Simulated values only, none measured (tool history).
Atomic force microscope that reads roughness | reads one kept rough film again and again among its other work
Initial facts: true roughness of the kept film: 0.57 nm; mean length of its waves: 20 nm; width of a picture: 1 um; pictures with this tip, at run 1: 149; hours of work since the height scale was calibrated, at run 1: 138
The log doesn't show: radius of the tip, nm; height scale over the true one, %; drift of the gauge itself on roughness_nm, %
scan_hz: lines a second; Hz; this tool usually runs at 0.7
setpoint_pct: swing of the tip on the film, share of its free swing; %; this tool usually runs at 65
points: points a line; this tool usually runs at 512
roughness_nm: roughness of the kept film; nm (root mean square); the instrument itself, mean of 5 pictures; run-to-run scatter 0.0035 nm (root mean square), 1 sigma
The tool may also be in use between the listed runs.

run,hour,scan_hz,setpoint_pct,points,pictures with this tip,hours of work since the height scale was calibrated,roughness_nm
1,0,0.7,65,512,149,138,0.521
# hour 14.7: new tip fitted
2,18.2,0.7,65,512,5,149,0.519
3,28.8,0.7,86,512,20,155,0.493
4,41.9,0.7,86,512,38,163,0.496
5,57.3,0.7,86,512,60,172,0.487
6,67.6,0.7,86,512,74,178,0.491
7,80.8,0.7,86,512,93,186,0.493
8,91.9,1.773,86,512,109,193,0.442
9,107.5,1.773,86,512,131,202,0.433
10,117.8,1.773,86,332,145,208,0.425
11,129.2,1.773,86,332,161,215,0.439
# hour 135.4: new tip fitted
12,149.5,0.98,80,277,20,227,0.481
13,165.7,0.516,57,635,43,237,0.527
14,177.1,0.862,81,639,59,243,0.491
15,188.6,1.863,83,473,75,250,0.445

What will run 16 give?
16,203.8,2.441,86,473,97,259,?

Run 16 produced roughness_nm 0.408 nm (root mean square).
With the hidden condition absent and the run-to-run variation left alone, this run would have shown roughness_nm 0.409 nm (root mean square).
